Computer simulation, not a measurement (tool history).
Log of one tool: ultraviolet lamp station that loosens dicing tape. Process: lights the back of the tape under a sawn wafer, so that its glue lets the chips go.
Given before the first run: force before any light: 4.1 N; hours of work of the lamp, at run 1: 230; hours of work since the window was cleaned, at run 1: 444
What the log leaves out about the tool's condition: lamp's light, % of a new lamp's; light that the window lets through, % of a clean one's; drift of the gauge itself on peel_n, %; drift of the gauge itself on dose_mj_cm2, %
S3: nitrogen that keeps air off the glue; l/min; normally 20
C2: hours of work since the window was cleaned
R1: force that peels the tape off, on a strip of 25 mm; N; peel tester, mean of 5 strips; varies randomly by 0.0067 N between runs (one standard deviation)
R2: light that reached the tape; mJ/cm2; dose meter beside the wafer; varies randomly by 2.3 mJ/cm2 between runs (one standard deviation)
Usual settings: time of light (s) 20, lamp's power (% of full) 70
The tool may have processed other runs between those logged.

run 1 hour=0 | time_of_light_(s)=20 lamp's_power_(%_of_full)=70 S3=20 | hours_of_work_of_the_lamp=230 C2=444 | R1=0.263 R2=203
run 2 hour=32.5 | time_of_light_(s)=12 lamp's_power_(%_of_full)=70 S3=20 | hours_of_work_of_the_lamp=246 C2=461 | R1=0.724 R2=122
run 3 hour=59.9 | time_of_light_(s)=12 lamp's_power_(%_of_full)=70 S3=20 | hours_of_work_of_the_lamp=260 C2=475 | R1=0.714 R2=119
run 4 hour=77.3 | time_of_light_(s)=12 lamp's_power_(%_of_full)=70 S3=20 | hours_of_work_of_the_lamp=269 C2=484 | R1=0.731 R2=116
-- hour=105.1 window cleaned of glue's vapour
run 5 hour=105.1 | time_of_light_(s)=12 lamp's_power_(%_of_full)=70 S3=20 | hours_of_work_of_the_lamp=283 C2=0 | R1=0.673 R2=129
run 6 hour=136.1 | time_of_light_(s)=20 lamp's_power_(%_of_full)=70 S3=31 | hours_of_work_of_the_lamp=299 C2=16 | R1=0.193 R2=212
run 7 hour=156.3 | time_of_light_(s)=20 lamp's_power_(%_of_full)=70 S3=31 | hours_of_work_of_the_lamp=310 C2=26 | R1=0.198 R2=213
run 8 hour=183.8 | time_of_light_(s)=20 lamp's_power_(%_of_full)=70 S3=31 | hours_of_work_of_the_lamp=324 C2=40 | R1=0.203 R2=210
run 9 hour=204.2 | time_of_light_(s)=20 lamp's_power_(%_of_full)=70 S3=31 | hours_of_work_of_the_lamp=334 C2=51 | R1=0.199 R2=207
run 10 hour=227.9 | time_of_light_(s)=20 lamp's_power_(%_of_full)=70 S3=31 | hours_of_work_of_the_lamp=346 C2=63 | R1=0.19 R2=209
run 11 hour=255.5 | time_of_light_(s)=20 lamp's_power_(%_of_full)=70 S3=31 | hours_of_work_of_the_lamp=360 C2=77 | R1=0.205 R2=203
run 12 hour=280.2 | time_of_light_(s)=20 lamp's_power_(%_of_full)=70 S3=31 | hours_of_work_of_the_lamp=373 C2=90 | R1=0.208 R2=205
run 13 hour=313.8 | time_of_light_(s)=20 lamp's_power_(%_of_full)=70 S3=8 | hours_of_work_of_the_lamp=390 C2=107 | R1=0.58 R2=204
run 14 hour=340.4 | time_of_light_(s)=20 lamp's_power_(%_of_full)=70 S3=8 | hours_of_work_of_the_lamp=404 C2=120 | R1=0.573 R2=202
run 15 hour=365.3 | time_of_light_(s)=20 lamp's_power_(%_of_full)=70 S3=20 | hours_of_work_of_the_lamp=417 C2=133 | R1=0.276 R2=197
run 16 hour=386.1 | time_of_light_(s)=20 lamp's_power_(%_of_full)=70 S3=20 | hours_of_work_of_the_lamp=427 C2=144 | R1=0.281 R2=202
run 17 hour=418.1 | time_of_light_(s)=20 lamp's_power_(%_of_full)=70 S3=20 | hours_of_work_of_the_lamp=444 C2=160 | R1=0.288 R2=199
run 18 hour=448.8 | time_of_light_(s)=20 lamp's_power_(%_of_full)=70 S3=20 | hours_of_work_of_the_lamp=459 C2=176 | R1=0.28 R2=199
run 19 hour=472.2 | time_of_light_(s)=14 lamp's_power_(%_of_full)=64 S3=11 | hours_of_work_of_the_lamp=471 C2=188 | R1=0.984 R2=128
run 20 hour=504 | time_of_light_(s)=14 lamp's_power_(%_of_full)=64 S3=11 | hours_of_work_of_the_lamp=488 C2=204 | R1=0.975 R2=130
run 21 hour=524.7 | time_of_light_(s)=13 lamp's_power_(%_of_full)=70 S3=8 | hours_of_work_of_the_lamp=498 C2=215 | R1=1.114 R2=127
run 22 hour=552 | time_of_light_(s)=20 lamp's_power_(%_of_full)=70 S3=20 | hours_of_work_of_the_lamp=512 C2=229 | R1=0.297 R2=191
run 23 hour=587.2 | time_of_light_(s)=20 lamp's_power_(%_of_full)=77 S3=25 | hours_of_work_of_the_lamp=530 C2=247 | R1=0.22 R2=214
run 24 hour=617.1 | time_of_light_(s)=39 lamp's_power_(%_of_full)=65 S3=30 | hours_of_work_of_the_lamp=546 C2=262 | R1=0.116 R2=347
run 25 hour=648 | time_of_light_(s)=39 lamp's_power_(%_of_full)=65 S3=30 | hours_of_work_of_the_lamp=561 C2=278 | R1=0.115 R2=349
run 26 hour=686.4 | time_of_light_(s)=20 lamp's_power_(%_of_full)=81 S3=20 | hours_of_work_of_the_lamp=581 C2=298 | R1=0.246 R2=218
run 27 hour=709.7 | time_of_light_(s)=20 lamp's_power_(%_of_full)=81 S3=20 | hours_of_work_of_the_lamp=593 C2=310 | R1=0.246 R2=220
run 28 hour=741.6 | time_of_light_(s)=20 lamp's_power_(%_of_full)=81 S3=20 | hours_of_work_of_the_lamp=609 C2=326 | R1=0.238 R2=214
run 29 hour=776.1 | time_of_light_(s)=15 lamp's_power_(%_of_full)=85 S3=20 | hours_of_work_of_the_lamp=627 C2=344 | R1=0.396 R2=168
run 30 hour=805.7 | time_of_light_(s)=38 lamp's_power_(%_of_full)=70 S3=8 | hours_of_work_of_the_lamp=642 C2=359 | R1=0.183 R2=357
run 31 hour=833.5 | time_of_light_(s)=38 lamp's_power_(%_of_full)=70 S3=8 | hours_of_work_of_the_lamp=656 C2=373 | R1=0.191 R2=354
run 32 hour=850.7 | time_of_light_(s)=38 lamp's_power_(%_of_full)=70 S3=8 | hours_of_work_of_the_lamp=665 C2=382 | R1=0.202 R2=348
run 33 hour=888.5 | time_of_light_(s)=38 lamp's_power_(%_of_full)=70 S3=8 | hours_of_work_of_the_lamp=685 C2=401 | R1=0.207 R2=348

For some of the steps in R1 from one run to the next: how much would appear even if the tool had no hidden state, given the settings, what came in and random variation, and how much remains for the hidden state plus any gauge scatter that the measured result and the result without hidden state don't share?
Run 1 -> 2: time of light (s) 20 -> 12. R1 +0.461 N: hidden state +0.084, all else +0.377.
Run 5 -> 6: time of light (s) 12 -> 20, S3 20 -> 31. R1 -0.48 N: hidden state -0.061, all else -0.419.
Run 18 -> 19: time of light (s) 20 -> 14, lamp's power (% of full) 70 -> 64, S3 20 -> 11. R1 +0.704 N: hidden state +0.122, all else +0.582.
Run 21 -> 22: time of light (s) 13 -> 20, S3 8 -> 20. R1 -0.817 N: hidden state -0.128, all else -0.689.
